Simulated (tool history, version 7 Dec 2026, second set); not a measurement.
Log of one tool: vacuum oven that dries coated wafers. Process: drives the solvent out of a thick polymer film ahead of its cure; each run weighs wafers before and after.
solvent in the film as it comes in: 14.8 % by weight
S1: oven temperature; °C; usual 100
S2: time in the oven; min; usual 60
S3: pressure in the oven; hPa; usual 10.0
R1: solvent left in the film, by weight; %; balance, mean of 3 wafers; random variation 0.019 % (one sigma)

run	hour	S1	S2	S3	R1
1	0.0	100	60	10.0	1.80
2	71.6	100	60	10.0	1.79
# hour 111.6: vacuum gauge cleaned of residue and calibrated
3	161.4	100	60	10.0	1.80
4	284.2	100	88	10.0	0.90
5	351.7	100	88	10.0	0.91
6	464.3	86	60	10.0	4.99
7	538.6	100	60	16.4	1.88
8	649.8	100	60	16.4	1.85
# hour 701.0: vacuum gauge cleaned of residue and calibrated, once more
9	746.9	100	60	16.4	1.76
10	808.2	100	60	10.0	1.60
11	877.4	100	60	10.0	1.61
12	975.4	100	60	10.0	1.59
13	1101.7	100	60	10.0	1.56
14	1157.9	100	60	10.0	1.56
# hour 1168.7: oven's thermocouples calibrated
15	1244.7	100	60	7.8	1.78
16	1337.2	100	60	10.0	1.80
17	1433.6	100	60	10.0	1.83
18	1532.6	107	60	10.0	0.79
19	1624.8	107	60	10.0	0.82
20	1729.6	111	104	10.0	0.20
21	1788.7	111	104	10.0	0.24
22	1854.5	113	70	6.4	0.22
23	1958.9	100	50	8.5	2.25
24	2028.7	86	56	10.0	5.23
25	2123.7	86	56	10.0	5.23
26	2221.1	95	53	10.0	3.10
27	2301.9	106	56	22.3	1.25
28	2370.0	102	107	18.4	0.65
29	2424.8	102	107	18.4	0.70
30	2549.0	85	60	28.2	5.66
31	2634.1	85	60	28.2	5.62
32	2701.0	94	95	14.9	1.52
33	2779.3	94	95	14.9	1.52
34	2904.8	94	95	14.9	1.51

Hidden state or all else? Some run-to-run changes of R1, split into what the settings, what came in and random variation would give without the hidden state, and what is left for the hidden state (with any gauge scatter that isn't in both results):
The hidden state here: true wafer temperature over the reading, C; true pressure over the reading, kPa; drift of the gauge itself on solvent_pct, %.
Run 5 -> 6: S1 100 -> 86, S2 88 -> 60. R1 +4.08 %: hidden state -0.14, all else +4.22.
Run 14 -> 15: S3 10.0 -> 7.8, oven's thermocouples calibrated. R1 +0.22 %: hidden state +0.29, all else -0.07.
Run 29 -> 30: S1 102 -> 85, S2 107 -> 60, S3 18.4 -> 28.2. R1 +4.96 %: hidden state -0.25, all else +5.21.
Run 31 -> 32: S1 85 -> 94, S2 60 -> 95, S3 28.2 -> 14.9. R1 -4.10 %: hidden state +0.13, all else -4.23.
